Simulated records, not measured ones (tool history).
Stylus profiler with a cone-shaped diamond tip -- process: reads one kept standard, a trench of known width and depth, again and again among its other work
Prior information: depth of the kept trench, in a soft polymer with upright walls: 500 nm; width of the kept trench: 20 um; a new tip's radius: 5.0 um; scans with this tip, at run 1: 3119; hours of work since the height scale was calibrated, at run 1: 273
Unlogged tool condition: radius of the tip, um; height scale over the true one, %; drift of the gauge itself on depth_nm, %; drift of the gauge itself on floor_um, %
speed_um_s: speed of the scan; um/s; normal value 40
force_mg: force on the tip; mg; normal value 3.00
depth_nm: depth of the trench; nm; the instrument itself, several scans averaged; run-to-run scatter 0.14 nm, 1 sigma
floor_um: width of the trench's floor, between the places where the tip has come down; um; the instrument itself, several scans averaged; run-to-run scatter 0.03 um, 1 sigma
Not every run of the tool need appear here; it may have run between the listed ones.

run   hour  speed_um_s  force_mg  scans with this tip  hours of work since the height scale was calibrated  depth_nm  floor_um
  1    0.0          40      3.00                 3119                                                  273    505.51     13.82
  2   26.0          40      3.00                 3333                                                  292    505.31     13.68
  3   44.5          40      1.85                 3486                                                  305    503.93     13.55
  4   64.8          15      3.00                 3653                                                  320    505.27     13.71
  5   89.5          15      3.00                 3858                                                  338    505.37     13.65
  6  111.2          15      3.00                 4036                                                  353    505.34     13.55
  7  137.2          15      3.00                 4251                                                  372    505.19     13.44
  8  160.6          40      3.00                 4445                                                  389    505.32     13.25
  9  186.2          40      4.97                 4656                                                  408    507.69     13.21
 10  208.3          40      4.97                 4838                                                  424    507.33     13.13
 11  224.0         136      4.97                 4967                                                  435    507.31     12.69
     227.6  -- height scale calibrated on a step standard
 12  254.1         136      4.97                 5211                                                   19    507.42     12.61
 13  285.7         136      4.97                 5473                                                   42    507.27     12.46
 14  306.0          10      4.97                 5640                                                   57    507.37     12.99
     313.8  -- height scale calibrated on a step standard, once more
 15  323.4          74      3.00                 5779                                                    7    505.74     12.50
 16  338.5          12      2.19                 5904                                                   18    504.38     12.83
 17  356.5          75      1.38                 6053                                                   31    503.33     12.24
 18  383.6          66      3.00                 6277                                                   50    505.67     12.41
 19  407.5          36      3.00                 6473                                                   68    505.64     12.52
 20  437.9          14      4.95                 6725                                                   90    508.02     12.57
 21  463.2          36      1.87                 6933                                                  108    503.92     12.27
 22  492.7          19      3.52                 7177                                                  129    506.15     12.36
 23  515.6          28      2.09                 7366                                                  146    504.42     12.19
 24  545.8          28      2.09                 7615                                                  168    504.16     12.07
 25  559.5          15      7.10                 7728                                                  178    509.80     12.21
 26  576.8          15      7.10                 7871                                                  190    509.78     12.17
 27  590.8         131      6.25                 7986                                                  200    509.01     11.63

Predict each of these 5 candidate next runs independently; none follows another, all start after run 27:
  A  614.2          13      6.21                 8180                                                  217         ?         ?
  B  614.2          19      3.00                 8180                                                  217         ?         ?
  C  614.2          21      3.90                 8180                                                  217         ?         ?
  D  614.2          35      2.33                 8180                                                  217         ?         ?
  E  614.2          32      2.76                 8180                                                  217         ?         ?

run  depth_nm  floor_um
  A    508.90     12.02
  B    505.08     12.01
  C    506.62     11.98
  D    504.63     11.89
  E    505.16     11.93
Take away the tool's hidden state, keep each run's random variation, and the runs would have read:
run  depth_nm  floor_um
  A    509.19     15.54
  B    505.37     15.53
  C    506.91     15.50
  D    504.92     15.41
  E    505.45     15.45

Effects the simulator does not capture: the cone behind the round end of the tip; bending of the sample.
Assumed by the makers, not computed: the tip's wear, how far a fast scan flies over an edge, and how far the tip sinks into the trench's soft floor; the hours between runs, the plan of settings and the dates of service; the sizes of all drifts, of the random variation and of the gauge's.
